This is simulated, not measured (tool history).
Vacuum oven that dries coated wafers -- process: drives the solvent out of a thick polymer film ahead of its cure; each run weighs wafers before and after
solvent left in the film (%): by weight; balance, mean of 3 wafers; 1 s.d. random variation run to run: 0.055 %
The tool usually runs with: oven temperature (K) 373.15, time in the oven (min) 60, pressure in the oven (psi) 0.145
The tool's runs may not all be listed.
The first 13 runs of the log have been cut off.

{"run": 14, "day": 23.717, "oven temperature (K)": 373.15, "time in the oven (min)": 60, "pressure in the oven (psi)": 0.367, "solvent left in the film (%)": 2.69}
{"run": 15, "day": 25.879, "oven temperature (K)": 358.15, "time in the oven (min)": 60, "pressure in the oven (psi)": 0.145, "solvent left in the film (%)": 6.71}
{"run": 16, "day": 28.154, "oven temperature (K)": 358.15, "time in the oven (min)": 60, "pressure in the oven (psi)": 0.145, "solvent left in the film (%)": 6.91}
{"run": 17, "day": 30.404, "oven temperature (K)": 361.15, "time in the oven (min)": 60, "pressure in the oven (psi)": 0.145, "solvent left in the film (%)": 5.84}
{"run": 18, "day": 32.667, "oven temperature (K)": 377.15, "time in the oven (min)": 61, "pressure in the oven (psi)": 0.512, "solvent left in the film (%)": 2.3}
{"run": 19, "day": 34.308, "oven temperature (K)": 377.15, "time in the oven (min)": 61, "pressure in the oven (psi)": 0.363, "solvent left in the film (%)": 1.89}
{"run": 20, "day": 36.012, "oven temperature (K)": 380.15, "time in the oven (min)": 33, "pressure in the oven (psi)": 0.363, "solvent left in the film (%)": 3.28}
{"run": 21, "day": 38.154, "oven temperature (K)": 379.15, "time in the oven (min)": 38, "pressure in the oven (psi)": 0.374, "solvent left in the film (%)": 3.09}
{"run": 22, "day": 40.467, "oven temperature (K)": 379.15, "time in the oven (min)": 38, "pressure in the oven (psi)": 0.374, "solvent left in the film (%)": 3.06}
{"run": 23, "day": 41.925, "oven temperature (K)": 359.15, "time in the oven (min)": 60, "pressure in the oven (psi)": 0.537, "solvent left in the film (%)": 7.49}
{"run": 24, "day": 44.05, "oven temperature (K)": 359.15, "time in the oven (min)": 60, "pressure in the oven (psi)": 0.537, "solvent left in the film (%)": 7.49}
{"run": 25, "day": 45.704, "oven temperature (K)": 359.15, "time in the oven (min)": 60, "pressure in the oven (psi)": 0.537, "solvent left in the film (%)": 7.54}
{"run": 26, "day": 47.271, "oven temperature (K)": 359.15, "time in the oven (min)": 60, "pressure in the oven (psi)": 0.537, "solvent left in the film (%)": 7.57}
{"run": 27, "day": 48.954, "oven temperature (K)": 359.15, "time in the oven (min)": 60, "pressure in the oven (psi)": 0.537, "solvent left in the film (%)": 7.57}
{"run": 28, "day": 50.888, "oven temperature (K)": 374.15, "time in the oven (min)": 91, "pressure in the oven (psi)": 0.102, "solvent left in the film (%)": 1.3}
{"run": 29, "day": 53.35, "oven temperature (K)": 374.15, "time in the oven (min)": 91, "pressure in the oven (psi)": 0.102, "solvent left in the film (%)": 1.18}
{"run": 30, "day": 55.421, "oven temperature (K)": 371.15, "time in the oven (min)": 91, "pressure in the oven (psi)": 0.086, "solvent left in the film (%)": 1.85}
{"run": 31, "day": 57.696, "oven temperature (K)": 371.15, "time in the oven (min)": 91, "pressure in the oven (psi)": 0.086, "solvent left in the film (%)": 1.81}

Alternative continuations, all from the tool just after run 31; predict every row:
{"run": "A", "day": 58.771, "oven temperature (K)": 387.15, "time in the oven (min)": 59, "pressure in the oven (psi)": 0.145, "solvent left in the film (%)": "?"}
{"run": "B", "day": 58.771, "oven temperature (K)": 373.15, "time in the oven (min)": 60, "pressure in the oven (psi)": 0.091, "solvent left in the film (%)": "?"}
{"run": "C", "day": 58.771, "oven temperature (K)": 375.15, "time in the oven (min)": 32, "pressure in the oven (psi)": 0.131, "solvent left in the film (%)": "?"}
{"run": "D", "day": 58.771, "oven temperature (K)": 378.15, "time in the oven (min)": 33, "pressure in the oven (psi)": 0.145, "solvent left in the film (%)": "?"}

run=A solvent_left_in_the_film_(%)=0.6
run=B solvent_left_in_the_film_(%)=2.81
run=C solvent_left_in_the_film_(%)=4.82
run=D solvent_left_in_the_film_(%)=3.83
Take away the tool's hidden state, keep each run's random variation, and the runs would have read:
run=A solvent_left_in_the_film_(%)=0.33
run=B solvent_left_in_the_film_(%)=2.14
run=C solvent_left_in_the_film_(%)=4.13
run=D solvent_left_in_the_film_(%)=3.16
